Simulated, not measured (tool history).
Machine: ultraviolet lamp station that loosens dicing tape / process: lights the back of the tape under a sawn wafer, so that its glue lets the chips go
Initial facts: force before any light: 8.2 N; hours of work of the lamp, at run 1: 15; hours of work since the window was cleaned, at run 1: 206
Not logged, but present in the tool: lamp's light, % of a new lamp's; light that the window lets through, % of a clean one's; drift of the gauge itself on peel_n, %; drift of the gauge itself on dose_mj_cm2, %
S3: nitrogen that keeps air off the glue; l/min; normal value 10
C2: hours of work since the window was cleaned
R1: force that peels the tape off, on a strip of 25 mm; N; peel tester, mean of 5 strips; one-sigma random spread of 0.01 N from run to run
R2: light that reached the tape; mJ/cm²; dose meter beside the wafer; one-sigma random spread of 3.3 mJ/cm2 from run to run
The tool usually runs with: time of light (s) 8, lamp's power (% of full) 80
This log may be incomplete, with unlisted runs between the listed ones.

Run 1, hour 0.0: usual settings; hours of work of the lamp 15; C2 206. Result: R1 0.527 N, R2 486 mJ/cm².
Run 2, hour 7.3: usual settings but S3 5 l/min; hours of work of the lamp 19; C2 210. Result: R1 0.864 N, R2 494 mJ/cm².
Run 3, hour 16.8: usual settings but S3 5 l/min; hours of work of the lamp 24; C2 215. Result: R1 0.879 N, R2 494 mJ/cm².
Run 4, hour 22.7: usual settings but S3 5 l/min; hours of work of the lamp 27; C2 218. Result: R1 0.863 N, R2 480 mJ/cm².
Run 5, hour 30.3: usual settings but S3 9 l/min; hours of work of the lamp 31; C2 223. Result: R1 0.568 N, R2 488 mJ/cm².
Run 6, hour 37.8: usual settings but S3 9 l/min; hours of work of the lamp 35; C2 227. Result: R1 0.570 N, R2 488 mJ/cm².
Run 7, hour 43.8: usual settings but S3 9 l/min; hours of work of the lamp 39; C2 230. Result: R1 0.567 N, R2 488 mJ/cm².
Run 8, hour 52.2: usual settings but S3 16 l/min; hours of work of the lamp 43; C2 234. Result: R1 0.411 N, R2 484 mJ/cm².
Run 9, hour 62.3: usual settings but S3 5 l/min; hours of work of the lamp 49; C2 240. Result: R1 0.851 N, R2 486 mJ/cm².
Run 10, hour 70.1: usual settings but S3 5 l/min; hours of work of the lamp 53; C2 244. Result: R1 0.902 N, R2 486 mJ/cm².
Run 11, hour 77.0: usual settings but S3 5 l/min; hours of work of the lamp 57; C2 248. Result: R1 0.870 N, R2 486 mJ/cm².
Run 12, hour 86.7: usual settings; hours of work of the lamp 62; C2 253. Result: R1 0.539 N, R2 482 mJ/cm².
Run 13, hour 93.2: usual settings but time of light (s) 5; hours of work of the lamp 65; C2 257. Result: R1 1.416 N, R2 304 mJ/cm².
Run 14, hour 98.1: usual settings; hours of work of the lamp 68; C2 259. Result: R1 0.575 N, R2 486 mJ/cm².
Run 15, hour 105.0: usual settings; hours of work of the lamp 72; C2 263. Result: R1 0.541 N, R2 481 mJ/cm².
Run 16, hour 111.3: usual settings; hours of work of the lamp 75; C2 266. Result: R1 0.546 N, R2 484 mJ/cm².
Run 17, hour 121.3: usual settings but time of light (s) 4, lamp's power (% of full) 90, S3 8 l/min; hours of work of the lamp 81; C2 272. Result: R1 1.894 N, R2 274 mJ/cm².
Run 18, hour 128.7: usual settings but time of light (s) 4, lamp's power (% of full) 90, S3 8 l/min; hours of work of the lamp 85; C2 276. Result: R1 1.868 N, R2 273 mJ/cm².
Run 19, hour 138.5: usual settings but time of light (s) 7; hours of work of the lamp 90; C2 281. Result: R1 0.751 N, R2 421 mJ/cm².
Run 20, hour 145.4: usual settings but time of light (s) 6, lamp's power (% of full) 85, S3 7 l/min; hours of work of the lamp 94; C2 285. Result: R1 1.142 N, R2 380 mJ/cm².
Run 21, hour 152.7: usual settings but lamp's power (% of full) 77; hours of work of the lamp 98; C2 289. Result: R1 0.622 N, R2 465 mJ/cm².
Run 22, hour 160.6: usual settings but S3 4 l/min; hours of work of the lamp 102; C2 293. Result: R1 1.047 N, R2 481 mJ/cm².
Run 23, hour 169.2: usual settings but time of light (s) 7, lamp's power (% of full) 84, S3 12 l/min; hours of work of the lamp 107; C2 298. Result: R1 0.630 N, R2 435 mJ/cm².
Run 24, hour 176.2: usual settings but time of light (s) 7, lamp's power (% of full) 84, S3 12 l/min; hours of work of the lamp 110; C2 302. Result: R1 0.608 N, R2 439 mJ/cm².
Run 25, hour 183.4: usual settings but time of light (s) 6, lamp's power (% of full) 64; hours of work of the lamp 114; C2 306. Result: R1 1.612 N, R2 284 mJ/cm².
Run 26, hour 194.7: usual settings but lamp's power (% of full) 70, S3 11 l/min; hours of work of the lamp 120; C2 312. Result: R1 0.733 N, R2 412 mJ/cm².
Run 27, hour 206.0: usual settings but lamp's power (% of full) 70, S3 11 l/min; hours of work of the lamp 127; C2 318. Result: R1 0.735 N, R2 416 mJ/cm².
Run 28, hour 216.6: usual settings but lamp's power (% of full) 70, S3 11 l/min; hours of work of the lamp 132; C2 324. Result: R1 0.714 N, R2 411 mJ/cm².
Run 29, hour 221.6: usual settings but lamp's power (% of full) 70, S3 11 l/min; hours of work of the lamp 135; C2 326. Result: R1 0.749 N, R2 408 mJ/cm².
Run 30, hour 230.7: usual settings but lamp's power (% of full) 70, S3 11 l/min; hours of work of the lamp 140; C2 331. Result: R1 0.759 N, R2 413 mJ/cm².

4 options for the next run, each taken on its own from the tool as it stands now. Forecast them:
Run A, hour 235.4: usual settings but time of light (s) 7, lamp's power (% of full) 74, S3 5 l/min; hours of work of the lamp 142; C2 334. Result: R1 ?, R2 ?.
Run B, hour 235.4: usual settings but lamp's power (% of full) 72, S3 11 l/min; hours of work of the lamp 142; C2 334. Result: R1 ?, R2 ?.
Run C, hour 235.4: usual settings but time of light (s) 16, lamp's power (% of full) 84; hours of work of the lamp 142; C2 334. Result: R1 ?, R2 ?.
Run D, hour 235.4: usual settings but lamp's power (% of full) 76; hours of work of the lamp 142; C2 334. Result: R1 ?, R2 ?.

run     R1   R2
  A  1.377  377
  B  0.680  424
  C  0.121  976
  D  0.684  445
With the hidden condition removed and each run's random variation left untouched, the same runs would have given:
run     R1    R2
  A  1.130   422
  B  0.526   473
  C  0.110  1090
  D  0.529   497
